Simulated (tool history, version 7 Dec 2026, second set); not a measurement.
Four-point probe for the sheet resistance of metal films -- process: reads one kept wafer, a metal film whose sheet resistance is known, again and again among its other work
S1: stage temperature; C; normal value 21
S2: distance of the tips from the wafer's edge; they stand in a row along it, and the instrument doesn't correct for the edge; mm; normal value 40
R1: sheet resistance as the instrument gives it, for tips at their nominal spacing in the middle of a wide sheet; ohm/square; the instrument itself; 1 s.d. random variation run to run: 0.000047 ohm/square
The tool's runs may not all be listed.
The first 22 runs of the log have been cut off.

run,hour,S1,S2,R1
23,468.2,25,4,0.239047
24,483.3,25,4,0.239023
25,507.4,26,18,0.236069
26,533.1,19,36,0.235838
27,551.6,27,5,0.237978
28,578.6,21,69,0.235921
29,606.8,19,46,0.235868
30,621.3,28,26,0.236163
31,637,21,7,0.236852

Predict each of these 5 candidate next runs independently; none follows another, all start after run 31:
A,664.3,23,7,?
B,664.3,26,7,?
C,664.3,18,11,?
D,664.3,21,32,?
E,664.3,26,13,?

run,R1
A,0.236895
B,0.237048
C,0.236317
D,0.235918
E,0.236161
Without the tool's unlogged condition, the same runs would have read:
run,R1
A,0.237007
B,0.237159
C,0.236432
D,0.236032
E,0.236272

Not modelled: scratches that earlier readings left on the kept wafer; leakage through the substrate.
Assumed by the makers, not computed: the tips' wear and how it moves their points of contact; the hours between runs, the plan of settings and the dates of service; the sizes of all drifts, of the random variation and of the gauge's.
